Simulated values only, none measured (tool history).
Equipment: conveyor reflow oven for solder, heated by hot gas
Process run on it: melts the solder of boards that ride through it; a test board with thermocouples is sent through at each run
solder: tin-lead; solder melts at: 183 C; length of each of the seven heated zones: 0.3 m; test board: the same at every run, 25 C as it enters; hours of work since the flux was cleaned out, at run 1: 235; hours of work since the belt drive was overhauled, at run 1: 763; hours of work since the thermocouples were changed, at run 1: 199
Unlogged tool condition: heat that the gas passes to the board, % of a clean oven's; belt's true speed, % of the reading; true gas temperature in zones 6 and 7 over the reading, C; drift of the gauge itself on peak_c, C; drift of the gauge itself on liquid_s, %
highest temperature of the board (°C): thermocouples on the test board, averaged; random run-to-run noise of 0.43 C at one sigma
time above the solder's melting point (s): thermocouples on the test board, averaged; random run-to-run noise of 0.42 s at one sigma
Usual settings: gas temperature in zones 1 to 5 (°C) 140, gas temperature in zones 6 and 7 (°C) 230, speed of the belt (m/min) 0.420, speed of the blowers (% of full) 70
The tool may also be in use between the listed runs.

run   hour  gas temperature in zones 1 to 5 (°C)  gas temperature in zones 6 and 7 (°C)  speed of the belt (m/min)  speed of the blowers (% of full)  hours of work since the flux was cleaned out  hours of work since the belt drive was overhauled  hours of work since the thermocouples were changed  highest temperature of the board (°C)  time above the solder's melting point (s)
  1    0.0                                   140                                    230                      0.420                                70                                           235                                                763                                                 199                                  216.6                                       65.6
  2   12.4                                   140                                    230                      0.398                                70                                           243                                                771                                                 207                                  216.8                                       70.9
  3   21.6                                   148                                    230                      0.420                                70                                           250                                                778                                                 213                                  216.7                                       70.6
  4   34.0                                   140                                    230                      0.420                                70                                           258                                                786                                                 222                                  215.9                                       65.3
  5   41.2                                   140                                    230                      0.420                                70                                           263                                                791                                                 227                                  215.9                                       65.2
  6   48.6                                   148                                    230                      0.420                                70                                           268                                                796                                                 232                                  217.6                                       69.4
  7   54.7                                   148                                    228                      0.420                                70                                           272                                                800                                                 236                                  215.1                                       68.3
  8   60.5                                   148                                    244                      0.367                                70                                           276                                                804                                                 240                                  233.0                                       92.7
  9   66.8                                   148                                    244                      0.367                                70                                           280                                                808                                                 244                                  234.0                                       93.3
 10   78.0                                   147                                    220                      0.348                                68                                           288                                                816                                                 252                                  212.1                                       81.3
 11   86.9                                   147                                    220                      0.348                                68                                           294                                                822                                                 258                                  211.3                                       80.4
 12   94.6                                   147                                    244                      0.348                                68                                           299                                                827                                                 263                                  234.0                                       97.6
 13  104.1                                   136                                    236                      0.420                                70                                           306                                                834                                                 269                                  219.1                                       67.2
 14  109.8                                   136                                    236                      0.420                                70                                           309                                                838                                                 273                                  220.5                                       66.7

What if the next run were any one of these 3? Each begins from the tool's condition after run 14:
  A  115.9                                   136                                    236                      0.399                                70                                           314                                                842                                                 277                                      ?                                          ?
  B  115.9                                   129                                    230                      0.412                                70                                           314                                                842                                                 277                                      ?                                          ?
  C  115.9                                   141                                    222                      0.381                                70                                           314                                                842                                                 277                                      ?                                          ?

run  highest temperature of the board (°C)  time above the solder's melting point (s)
  A                                  221.8                                       73.4
  B                                  213.8                                       60.1
  C                                  211.4                                       68.3
Take away the tool's hidden state, keep each run's random variation, and the runs would have read:
run  highest temperature of the board (°C)  time above the solder's melting point (s)
  A                                  222.6                                       72.8
  B                                  214.7                                       60.3
  C                                  211.8                                       68.1
